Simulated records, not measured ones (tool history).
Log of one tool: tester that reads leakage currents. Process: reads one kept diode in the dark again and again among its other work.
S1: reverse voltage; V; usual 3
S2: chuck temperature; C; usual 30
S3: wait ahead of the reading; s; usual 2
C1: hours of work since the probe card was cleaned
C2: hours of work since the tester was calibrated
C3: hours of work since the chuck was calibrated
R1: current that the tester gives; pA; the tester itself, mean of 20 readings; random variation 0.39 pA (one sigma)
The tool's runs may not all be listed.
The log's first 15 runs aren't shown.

run 16 hour=1464.9 | S1=3 S2=30 S3=0.72 | C1=2962 C2=322 C3=147 | R1=138.53
run 17 hour=1558.8 | S1=3 S2=30 S3=0.72 | C1=3006 C2=367 C3=192 | R1=139.78
run 18 hour=1684.5 | S1=8.65 S2=30 S3=2 | C1=3066 C2=427 C3=252 | R1=214.74
run 19 hour=1802.6 | S1=3 S2=30 S3=2 | C1=3122 C2=483 C3=308 | R1=143.13
run 20 hour=1904.1 | S1=3 S2=30 S3=2 | C1=3171 C2=531 C3=356 | R1=144.12
run 21 hour=2020.7 | S1=2.32 S2=51 S3=1.98 | C1=3226 C2=586 C3=412 | R1=512.34
run 22 hour=2152.3 | S1=3 S2=24 S3=0.5 | C1=3289 C2=649 C3=474 | R1=99.58
run 23 hour=2291.4 | S1=3.25 S2=42 S3=3.15 | C1=3355 C2=715 C3=540 | R1=340.76
run 24 hour=2396.7 | S1=11.91 S2=52 S3=3.15 | C1=3405 C2=765 C3=590 | R1=1025.41
-- hour=2404.7 chuck's temperature calibrated
run 25 hour=2529.5 | S1=3 S2=23 S3=0.62 | C1=3467 C2=827 C3=59 | R1=85.56
run 26 hour=2598.7 | S1=2.12 S2=30 S3=2 | C1=3500 C2=860 C3=92 | R1=120.36

The next listed run, before its measurement:
-- hour=2610.3 probe card cleaned and baked
run 27 hour=2694.1 | S1=10.24 S2=48 S3=2.49 | C1=40 C2=904 C3=136 | R1=?

R1: 684.4 pA
Without the tool's hidden state the same run would have given R1 663.82 pA.
